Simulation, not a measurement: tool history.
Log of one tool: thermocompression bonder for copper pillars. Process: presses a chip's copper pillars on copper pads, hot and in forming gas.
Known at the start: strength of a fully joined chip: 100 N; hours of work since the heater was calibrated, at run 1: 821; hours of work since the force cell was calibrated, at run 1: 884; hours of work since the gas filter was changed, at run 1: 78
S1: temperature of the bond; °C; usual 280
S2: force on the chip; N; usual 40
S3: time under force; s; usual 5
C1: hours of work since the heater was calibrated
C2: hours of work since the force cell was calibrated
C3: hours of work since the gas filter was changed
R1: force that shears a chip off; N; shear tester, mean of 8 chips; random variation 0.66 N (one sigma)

run 1 hour=0.0 | S1=280 S2=40 S3=5 | C1=821 C2=884 C3=78 | R1=53.1
run 2 hour=48.3 | S1=280 S2=40 S3=5 | C1=849 C2=913 C3=107 | R1=53.0
run 3 hour=128.4 | S1=280 S2=40 S3=5 | C1=896 C2=960 C3=153 | R1=51.1
run 4 hour=202.2 | S1=280 S2=40 S3=5 | C1=939 C2=1003 C3=197 | R1=51.4
-- hour=223.2 forming gas filter changed
run 5 hour=281.0 | S1=280 S2=40 S3=5 | C1=985 C2=1049 C3=34 | R1=53.8
run 6 hour=358.7 | S1=280 S2=40 S3=5 | C1=1031 C2=1094 C3=79 | R1=54.3
run 7 hour=392.0 | S1=280 S2=40 S3=5 | C1=1050 C2=1114 C3=99 | R1=53.6
-- hour=399.4 heater calibrated with a thermocouple chip
run 8 hour=463.5 | S1=280 S2=40 S3=5 | C1=38 C2=1154 C3=140 | R1=47.6
run 9 hour=504.1 | S1=265 S2=40 S3=5 | C1=61 C2=1178 C3=163 | R1=38.6
run 10 hour=548.5 | S1=277 S2=40 S3=5 | C1=87 C2=1204 C3=189 | R1=43.9
-- hour=581.4 forming gas filter changed
run 11 hour=614.9 | S1=277 S2=40 S3=5 | C1=126 C2=1243 C3=20 | R1=48.9
run 12 hour=687.4 | S1=277 S2=40 S3=5 | C1=168 C2=1285 C3=62 | R1=48.0
run 13 hour=748.9 | S1=277 S2=40 S3=5 | C1=204 C2=1321 C3=98 | R1=46.9
run 14 hour=825.1 | S1=280 S2=40 S3=5 | C1=249 C2=1366 C3=143 | R1=48.7
run 15 hour=880.2 | S1=302 S2=40 S3=4 | C1=281 C2=1398 C3=175 | R1=56.8
-- hour=940.0 forming gas filter changed
run 16 hour=947.0 | S1=302 S2=40 S3=4 | C1=320 C2=1437 C3=4 | R1=60.7
run 17 hour=993.1 | S1=256 S2=58 S3=7 | C1=347 C2=1464 C3=31 | R1=55.4
run 18 hour=1040.1 | S1=274 S2=40 S3=5 | C1=375 C2=1491 C3=59 | R1=47.5
run 19 hour=1099.6 | S1=256 S2=34 S3=5 | C1=410 C2=1526 C3=93 | R1=30.3
run 20 hour=1168.9 | S1=288 S2=30 S3=5 | C1=450 C2=1567 C3=134 | R1=42.0
run 21 hour=1218.6 | S1=288 S2=30 S3=5 | C1=479 C2=1596 C3=163 | R1=42.9
run 22 hour=1293.6 | S1=254 S2=30 S3=5 | C1=523 C2=1640 C3=207 | R1=24.8
-- hour=1299.4 forming gas filter changed
run 23 hour=1329.0 | S1=286 S2=30 S3=5 | C1=544 C2=1660 C3=17 | R1=43.3
run 24 hour=1396.9 | S1=273 S2=30 S3=5 | C1=583 C2=1700 C3=57 | R1=36.6
run 25 hour=1465.8 | S1=280 S2=40 S3=14 | C1=624 C2=1741 C3=97 | R1=67.9
run 26 hour=1518.6 | S1=280 S2=57 S3=5 | C1=655 C2=1771 C3=128 | R1=64.9
run 27 hour=1574.1 | S1=280 S2=45 S3=13 | C1=687 C2=1804 C3=161 | R1=71.4
run 28 hour=1644.9 | S1=287 S2=51 S3=5 | C1=729 C2=1845 C3=202 | R1=63.0

Some steps in R1 between neighbouring runs. How much of each would the tool show without its hidden state too (settings, what came in, random variation), and how much is left for the hidden state, with any gauge scatter that isn't in both results?
The hidden state here: true temperature of the bond over the reading, C; force that reaches the chip, % of what is set; oxide that the forming gas leaves, % of the face; drift of the gauge itself on shear_n, %.
Run 7 -> 8: heater calibrated with a thermocouple chip. R1 -6.0 N: hidden state -6.2, all else +0.2.
Run 15 -> 16: forming gas filter changed. R1 +3.9 N: hidden state +3.8, all else +0.1.
Run 22 -> 23: S1 254 -> 286, forming gas filter changed. R1 +18.5 N: hidden state +1.8, all else +16.7.
Run 24 -> 25: S1 273 -> 280, S2 30 -> 40, S3 5 -> 14. R1 +31.3 N: hidden state -1.3, all else +32.6.
